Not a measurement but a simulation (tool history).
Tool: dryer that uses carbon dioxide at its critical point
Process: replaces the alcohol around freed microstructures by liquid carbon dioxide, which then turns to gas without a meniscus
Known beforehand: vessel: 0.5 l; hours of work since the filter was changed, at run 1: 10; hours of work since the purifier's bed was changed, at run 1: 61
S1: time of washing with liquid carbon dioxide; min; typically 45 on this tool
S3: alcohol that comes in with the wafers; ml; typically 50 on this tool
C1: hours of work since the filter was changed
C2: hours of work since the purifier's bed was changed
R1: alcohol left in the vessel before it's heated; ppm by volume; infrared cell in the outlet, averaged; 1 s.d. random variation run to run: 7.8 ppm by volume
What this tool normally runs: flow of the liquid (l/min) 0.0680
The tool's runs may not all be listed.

run 1 hour=0.0 | S1=45 flow_of_the_liquid_(l/min)=0.0680 S3=50 | C1=10 C2=61 | R1=425
run 2 hour=6.2 | S1=45 flow_of_the_liquid_(l/min)=0.0680 S3=50 | C1=14 C2=65 | R1=442
run 3 hour=19.9 | S1=45 flow_of_the_liquid_(l/min)=0.0680 S3=50 | C1=23 C2=74 | R1=468
run 4 hour=27.9 | S1=45 flow_of_the_liquid_(l/min)=0.0680 S3=50 | C1=29 C2=80 | R1=479
run 5 hour=35.0 | S1=45 flow_of_the_liquid_(l/min)=0.0680 S3=50 | C1=34 C2=85 | R1=488
run 6 hour=43.9 | S1=45 flow_of_the_liquid_(l/min)=0.0680 S3=50 | C1=40 C2=91 | R1=503
run 7 hour=58.7 | S1=45 flow_of_the_liquid_(l/min)=0.0680 S3=50 | C1=50 C2=101 | R1=551
run 8 hour=71.3 | S1=45 flow_of_the_liquid_(l/min)=0.0680 S3=50 | C1=58 C2=110 | R1=570
run 9 hour=80.9 | S1=45 flow_of_the_liquid_(l/min)=0.0680 S3=52 | C1=65 C2=116 | R1=594
run 10 hour=89.9 | S1=45 flow_of_the_liquid_(l/min)=0.0610 S3=52 | C1=71 C2=122 | R1=1002
run 11 hour=102.2 | S1=45 flow_of_the_liquid_(l/min)=0.0680 S3=50 | C1=80 C2=131 | R1=596
run 12 hour=110.4 | S1=45 flow_of_the_liquid_(l/min)=0.0680 S3=50 | C1=85 C2=136 | R1=614
run 13 hour=121.1 | S1=45 flow_of_the_liquid_(l/min)=0.0680 S3=50 | C1=93 C2=144 | R1=661
run 14 hour=132.6 | S1=45 flow_of_the_liquid_(l/min)=0.0603 S3=50 | C1=100 C2=152 | R1=1170
run 15 hour=140.7 | S1=45 flow_of_the_liquid_(l/min)=0.0603 S3=50 | C1=106 C2=157 | R1=1208
run 16 hour=154.4 | S1=45 flow_of_the_liquid_(l/min)=0.0681 S3=50 | C1=115 C2=166 | R1=711
run 17 hour=161.7 | S1=45 flow_of_the_liquid_(l/min)=0.0681 S3=50 | C1=120 C2=171 | R1=731
run 18 hour=172.9 | S1=45 flow_of_the_liquid_(l/min)=0.0680 S3=50 | C1=128 C2=179 | R1=772
run 19 hour=179.8 | S1=45 flow_of_the_liquid_(l/min)=0.0680 S3=94 | C1=133 C2=184 | R1=1487
run 20 hour=186.1 | S1=45 flow_of_the_liquid_(l/min)=0.0680 S3=59 | C1=137 C2=188 | R1=957
run 21 hour=198.9 | S1=45 flow_of_the_liquid_(l/min)=0.0680 S3=59 | C1=146 C2=197 | R1=986
run 22 hour=211.4 | S1=45 flow_of_the_liquid_(l/min)=0.0680 S3=59 | C1=154 C2=205 | R1=1014
run 23 hour=225.0 | S1=45 flow_of_the_liquid_(l/min)=0.0680 S3=59 | C1=164 C2=215 | R1=1089
run 24 hour=232.2 | S1=33 flow_of_the_liquid_(l/min)=0.0453 S3=41 | C1=169 C2=220 | R1=8112
run 25 hour=243.0 | S1=33 flow_of_the_liquid_(l/min)=0.0453 S3=41 | C1=176 C2=227 | R1=8258
run 26 hour=250.1 | S1=45 flow_of_the_liquid_(l/min)=0.0629 S3=50 | C1=181 C2=232 | R1=1375
run 27 hour=265.1 | S1=45 flow_of_the_liquid_(l/min)=0.0629 S3=50 | C1=191 C2=242 | R1=1459
run 28 hour=272.0 | S1=37 flow_of_the_liquid_(l/min)=0.0485 S3=50 | C1=196 C2=247 | R1=6715
-- hour=282.0 inlet filter changed
run 29 hour=287.2 | S1=45 flow_of_the_liquid_(l/min)=0.0680 S3=115 | C1=4 C2=257 | R1=965
run 30 hour=298.4 | S1=38 flow_of_the_liquid_(l/min)=0.0473 S3=65 | C1=11 C2=264 | R1=5104
run 31 hour=312.9 | S1=68 flow_of_the_liquid_(l/min)=0.0957 S3=50 | C1=21 C2=274 | R1=45
run 32 hour=322.3 | S1=43 flow_of_the_liquid_(l/min)=0.0764 S3=50 | C1=28 C2=281 | R1=352
run 33 hour=334.0 | S1=43 flow_of_the_liquid_(l/min)=0.0764 S3=50 | C1=36 C2=289 | R1=356
run 34 hour=345.3 | S1=55 flow_of_the_liquid_(l/min)=0.0598 S3=80 | C1=43 C2=297 | R1=580
run 35 hour=360.4 | S1=55 flow_of_the_liquid_(l/min)=0.0598 S3=80 | C1=54 C2=307 | R1=609
run 36 hour=367.3 | S1=30 flow_of_the_liquid_(l/min)=0.0531 S3=43 | C1=58 C2=312 | R1=5529
run 37 hour=380.7 | S1=53 flow_of_the_liquid_(l/min)=0.0680 S3=100 | C1=68 C2=321 | R1=494
run 38 hour=391.4 | S1=53 flow_of_the_liquid_(l/min)=0.0804 S3=100 | C1=75 C2=328 | R1=215
run 39 hour=399.1 | S1=45 flow_of_the_liquid_(l/min)=0.0660 S3=50 | C1=80 C2=333 | R1=717
run 40 hour=405.9 | S1=45 flow_of_the_liquid_(l/min)=0.0660 S3=50 | C1=85 C2=338 | R1=768

5 options for the next run, each taken on its own from the tool as it stands now. Forecast them:
run A hour=412.3 | S1=54 flow_of_the_liquid_(l/min)=0.0894 S3=39 | C1=89 C2=342 | R1=?
run B hour=412.3 | S1=54 flow_of_the_liquid_(l/min)=0.0680 S3=50 | C1=89 C2=342 | R1=?
run C hour=412.3 | S1=44 flow_of_the_liquid_(l/min)=0.0672 S3=25 | C1=89 C2=342 | R1=?
run D hour=412.3 | S1=41 flow_of_the_liquid_(l/min)=0.1056 S3=26 | C1=89 C2=342 | R1=?
run E hour=412.3 | S1=45 flow_of_the_liquid_(l/min)=0.0680 S3=106 | C1=89 C2=342 | R1=?

run=A R1=78
run=B R1=268
run=C R1=423
run=D R1=92
run=E R1=1333
With no hidden state in the tool, these same runs would have given:
run=A R1=21
run=B R1=137
run=C R1=252
run=D R1=27
run=E R1=839
